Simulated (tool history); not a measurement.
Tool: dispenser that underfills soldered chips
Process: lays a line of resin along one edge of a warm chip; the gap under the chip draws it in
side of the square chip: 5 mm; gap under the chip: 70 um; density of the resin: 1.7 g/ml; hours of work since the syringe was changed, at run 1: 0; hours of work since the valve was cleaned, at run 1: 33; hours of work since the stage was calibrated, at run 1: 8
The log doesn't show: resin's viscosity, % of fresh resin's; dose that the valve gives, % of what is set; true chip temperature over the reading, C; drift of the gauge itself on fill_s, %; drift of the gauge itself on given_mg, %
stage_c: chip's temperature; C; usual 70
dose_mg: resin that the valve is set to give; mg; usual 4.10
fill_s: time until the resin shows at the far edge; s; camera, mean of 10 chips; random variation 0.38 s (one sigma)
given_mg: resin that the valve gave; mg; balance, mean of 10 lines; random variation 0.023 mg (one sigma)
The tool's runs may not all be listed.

| run | hour | stage_c | dose_mg | hours of work since the syringe was changed | hours of work since the valve was cleaned | hours of work since the stage was calibrated | fill_s | given_mg |
|---|---|---|---|---|---|---|---|---|
| 1 | 0.0 | 70 | 4.10 | 0 | 33 | 8 | 23.6 | 3.99 |
| 2 | 7.2 | 70 | 4.10 | 6 | 39 | 14 | 33.2 | 3.95 |
|  | 9.8 | new syringe of resin |
| 3 | 14.3 | 70 | 4.10 | 4 | 44 | 19 | 28.7 | 3.96 |
| 4 | 18.2 | 70 | 4.10 | 7 | 47 | 22 | 34.9 | 3.95 |
|  | 19.7 | new syringe of resin |
| 5 | 24.8 | 70 | 4.10 | 4 | 52 | 27 | 30.1 | 3.87 |
| 6 | 28.7 | 67 | 4.10 | 7 | 55 | 31 | 40.7 | 3.94 |
|  | 29.7 | new syringe of resin |
| 7 | 34.3 | 67 | 4.10 | 4 | 59 | 35 | 32.7 | 3.91 |
|  | 40.1 | new syringe of resin |
| 8 | 41.2 | 70 | 4.10 | 1 | 64 | 40 | 24.2 | 3.88 |
| 9 | 46.2 | 70 | 4.10 | 5 | 68 | 44 | 32.0 | 3.87 |
|  | 50.3 | new syringe of resin |
| 10 | 52.6 | 70 | 3.77 | 2 | 73 | 49 | 26.8 | 3.53 |
| 11 | 56.6 | 63 | 5.20 | 5 | 76 | 52 | 38.4 | 4.85 |
|  | 60.6 | new syringe of resin |
| 12 | 60.7 | 57 | 5.05 | 0 | 79 | 55 | 35.5 | 4.73 |
| 13 | 66.9 | 58 | 5.07 | 5 | 84 | 60 | 45.3 | 4.78 |
|  | 70.6 | new syringe of resin |
| 14 | 73.3 | 70 | 4.66 | 2 | 89 | 65 | 26.1 | 4.37 |
|  | 76.5 | dispensing valve cleaned and set on the balance |
| 15 | 79.2 | 70 | 3.56 | 6 | 2 | 68 | 35.1 | 3.60 |
|  | 81.8 | new syringe of resin |
| 16 | 86.6 | 70 | 3.56 | 4 | 8 | 74 | 30.6 | 3.52 |
|  | 92.2 | new syringe of resin |
| 17 | 93.1 | 64 | 5.07 | 1 | 13 | 79 | 29.6 | 5.04 |
| 18 | 96.6 | 75 | 4.07 | 3 | 15 | 82 | 24.8 | 4.01 |
| 19 | 100.8 | 66 | 4.82 | 7 | 19 | 85 | 38.8 | 4.71 |

Run 20 comes next. What will it give?
|  | 102.2 | new syringe of resin |
| 20 | 107.6 | 66 | 4.82 | 4 | 24 | 90 | ? | ? |

{"run 20": {"fill_s": 33.4, "given_mg": 4.78}}
Without the tool's hidden state the same run would have given fill_s 25.8 s, given_mg 4.87 mg.

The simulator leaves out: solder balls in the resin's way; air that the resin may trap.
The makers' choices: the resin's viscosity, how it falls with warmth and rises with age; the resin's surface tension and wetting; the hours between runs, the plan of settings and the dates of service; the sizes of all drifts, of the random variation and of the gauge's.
